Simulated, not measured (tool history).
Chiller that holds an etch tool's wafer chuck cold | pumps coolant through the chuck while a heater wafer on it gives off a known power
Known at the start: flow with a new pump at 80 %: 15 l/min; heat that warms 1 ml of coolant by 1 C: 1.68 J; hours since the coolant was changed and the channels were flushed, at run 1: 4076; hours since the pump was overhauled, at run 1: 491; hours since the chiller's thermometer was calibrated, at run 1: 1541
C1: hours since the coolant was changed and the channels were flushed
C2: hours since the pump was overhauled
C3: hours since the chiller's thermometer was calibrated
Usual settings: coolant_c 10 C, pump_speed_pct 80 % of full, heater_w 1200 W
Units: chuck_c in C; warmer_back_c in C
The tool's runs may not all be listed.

{"run": 1, "hour": 0.0, "coolant_c": 10, "pump_speed_pct": 80, "heater_w": 1200, "C1": 4076, "C2": 491, "C3": 1541, "chuck_c": 17.37, "warmer_back_c": 2.84}
{"run": 2, "hour": 81.3, "coolant_c": 10, "pump_speed_pct": 80, "heater_w": 1200, "C1": 4157, "C2": 572, "C3": 1622, "chuck_c": 17.36, "warmer_back_c": 2.89}
{"run": 3, "hour": 160.1, "coolant_c": 10, "pump_speed_pct": 80, "heater_w": 1200, "C1": 4236, "C2": 651, "C3": 1701, "chuck_c": 17.62, "warmer_back_c": 2.88}
{"run": 4, "hour": 223.4, "coolant_c": 10, "pump_speed_pct": 80, "heater_w": 1200, "C1": 4299, "C2": 715, "C3": 1764, "chuck_c": 17.45, "warmer_back_c": 2.88}
{"run": 5, "hour": 280.6, "coolant_c": 10, "pump_speed_pct": 80, "heater_w": 1200, "C1": 4356, "C2": 772, "C3": 1821, "chuck_c": 17.48, "warmer_back_c": 2.87}
{"run": 6, "hour": 362.6, "coolant_c": 10, "pump_speed_pct": 80, "heater_w": 1200, "C1": 4438, "C2": 854, "C3": 1903, "chuck_c": 17.52, "warmer_back_c": 2.89}
{"run": 7, "hour": 451.6, "coolant_c": 10, "pump_speed_pct": 79, "heater_w": 1200, "C1": 4527, "C2": 943, "C3": 1992, "chuck_c": 17.75, "warmer_back_c": 2.89}
{"run": 8, "hour": 537.6, "coolant_c": 10, "pump_speed_pct": 79, "heater_w": 1200, "C1": 4613, "C2": 1029, "C3": 2078, "chuck_c": 17.5, "warmer_back_c": 2.93}
{"run": 9, "hour": 632.6, "coolant_c": 10, "pump_speed_pct": 61, "heater_w": 1200, "C1": 4708, "C2": 1124, "C3": 2173, "chuck_c": 19.14, "warmer_back_c": 3.74}
{"run": 10, "hour": 699.0, "coolant_c": 10, "pump_speed_pct": 61, "heater_w": 1200, "C1": 4775, "C2": 1190, "C3": 2240, "chuck_c": 19.21, "warmer_back_c": 3.84}
{"run": 11, "hour": 745.5, "coolant_c": 10, "pump_speed_pct": 61, "heater_w": 1200, "C1": 4821, "C2": 1237, "C3": 2286, "chuck_c": 19.2, "warmer_back_c": 3.79}
{"run": 12, "hour": 794.7, "coolant_c": 10, "pump_speed_pct": 61, "heater_w": 1200, "C1": 4870, "C2": 1286, "C3": 2336, "chuck_c": 19.18, "warmer_back_c": 3.83}
{"run": 13, "hour": 872.8, "coolant_c": 7, "pump_speed_pct": 61, "heater_w": 1200, "C1": 4948, "C2": 1364, "C3": 2414, "chuck_c": 16.1, "warmer_back_c": 3.8}
{"run": 14, "hour": 978.8, "coolant_c": 7, "pump_speed_pct": 61, "heater_w": 1200, "C1": 5054, "C2": 1470, "C3": 2520, "chuck_c": 16.08, "warmer_back_c": 3.77}
{"run": 15, "hour": 1041.2, "coolant_c": 10, "pump_speed_pct": 73, "heater_w": 1200, "C1": 5117, "C2": 1532, "C3": 2582, "chuck_c": 18.0, "warmer_back_c": 3.15}
{"run": 16, "hour": 1133.6, "coolant_c": 5, "pump_speed_pct": 80, "heater_w": 1200, "C1": 5209, "C2": 1625, "C3": 2674, "chuck_c": 12.33, "warmer_back_c": 2.87}
{"run": 17, "hour": 1215.1, "coolant_c": 16, "pump_speed_pct": 78, "heater_w": 653, "C1": 5291, "C2": 1706, "C3": 2756, "chuck_c": 20.16, "warmer_back_c": 1.59}
{"run": 18, "hour": 1267.6, "coolant_c": 11, "pump_speed_pct": 61, "heater_w": 941, "C1": 5343, "C2": 1759, "C3": 2808, "chuck_c": 18.16, "warmer_back_c": 3.0}
{"run": 19, "hour": 1332.6, "coolant_c": 10, "pump_speed_pct": 70, "heater_w": 752, "C1": 5408, "C2": 1824, "C3": 2873, "chuck_c": 15.19, "warmer_back_c": 2.05}
{"run": 20, "hour": 1379.3, "coolant_c": 10, "pump_speed_pct": 67, "heater_w": 1077, "C1": 5455, "C2": 1870, "C3": 2920, "chuck_c": 17.69, "warmer_back_c": 3.04}
{"run": 21, "hour": 1479.1, "coolant_c": 10, "pump_speed_pct": 67, "heater_w": 1077, "C1": 5555, "C2": 1970, "C3": 3020, "chuck_c": 17.68, "warmer_back_c": 3.08}
{"run": 22, "hour": 1568.2, "coolant_c": 17, "pump_speed_pct": 78, "heater_w": 1379, "C1": 5644, "C2": 2059, "C3": 3109, "chuck_c": 25.85, "warmer_back_c": 3.42}
{"run": 23, "hour": 1670.4, "coolant_c": 17, "pump_speed_pct": 78, "heater_w": 1379, "C1": 5746, "C2": 2162, "C3": 3211, "chuck_c": 25.79, "warmer_back_c": 3.35}
{"run": 24, "hour": 1741.2, "coolant_c": 17, "pump_speed_pct": 78, "heater_w": 1379, "C1": 5817, "C2": 2232, "C3": 3282, "chuck_c": 25.77, "warmer_back_c": 3.38}
{"run": 25, "hour": 1810.5, "coolant_c": 17, "pump_speed_pct": 78, "heater_w": 1379, "C1": 5886, "C2": 2302, "C3": 3351, "chuck_c": 25.84, "warmer_back_c": 3.34}
{"run": 26, "hour": 1895.0, "coolant_c": 17, "pump_speed_pct": 72, "heater_w": 1490, "C1": 5971, "C2": 2386, "C3": 3436, "chuck_c": 27.1, "warmer_back_c": 3.98}
{"run": 27, "hour": 1984.7, "coolant_c": 8, "pump_speed_pct": 88, "heater_w": 694, "C1": 6060, "C2": 2476, "C3": 3526, "chuck_c": 12.04, "warmer_back_c": 1.48}
{"run": 28, "hour": 2046.2, "coolant_c": 10, "pump_speed_pct": 92, "heater_w": 1428, "C1": 6122, "C2": 2537, "C3": 3587, "chuck_c": 18.08, "warmer_back_c": 2.9}
{"run": 29, "hour": 2119.4, "coolant_c": 17, "pump_speed_pct": 73, "heater_w": 1362, "C1": 6195, "C2": 2611, "C3": 3660, "chuck_c": 26.19, "warmer_back_c": 3.55}
{"run": 30, "hour": 2222.9, "coolant_c": 17, "pump_speed_pct": 73, "heater_w": 1362, "C1": 6299, "C2": 2714, "C3": 3764, "chuck_c": 26.05, "warmer_back_c": 3.54}
{"run": 31, "hour": 2326.5, "coolant_c": 12, "pump_speed_pct": 84, "heater_w": 1238, "C1": 6402, "C2": 2818, "C3": 3867, "chuck_c": 19.36, "warmer_back_c": 2.85}
{"run": 32, "hour": 2432.5, "coolant_c": 2, "pump_speed_pct": 80, "heater_w": 1304, "C1": 6508, "C2": 2924, "C3": 3973, "chuck_c": 10.16, "warmer_back_c": 3.15}

Forecast each of these 3 alternatives for the next run:
{"run": "A", "hour": 2494.8, "coolant_c": 2, "pump_speed_pct": 80, "heater_w": 1070, "C1": 6570, "C2": 2986, "C3": 4036, "chuck_c": "?", "warmer_back_c": "?"}
{"run": "B", "hour": 2494.8, "coolant_c": 10, "pump_speed_pct": 61, "heater_w": 1200, "C1": 6570, "C2": 2986, "C3": 4036, "chuck_c": "?", "warmer_back_c": "?"}
{"run": "C", "hour": 2494.8, "coolant_c": 10, "pump_speed_pct": 96, "heater_w": 1160, "C1": 6570, "C2": 2986, "C3": 4036, "chuck_c": "?", "warmer_back_c": "?"}

run=A chuck_c=8.69 warmer_back_c=2.52
run=B chuck_c=19.18 warmer_back_c=3.72
run=C chuck_c=16.42 warmer_back_c=2.35
Without the tool's hidden state the same runs would have given:
run=A chuck_c=8.68 warmer_back_c=2.51
run=B chuck_c=19.17 warmer_back_c=3.72
run=C chuck_c=16.42 warmer_back_c=2.34

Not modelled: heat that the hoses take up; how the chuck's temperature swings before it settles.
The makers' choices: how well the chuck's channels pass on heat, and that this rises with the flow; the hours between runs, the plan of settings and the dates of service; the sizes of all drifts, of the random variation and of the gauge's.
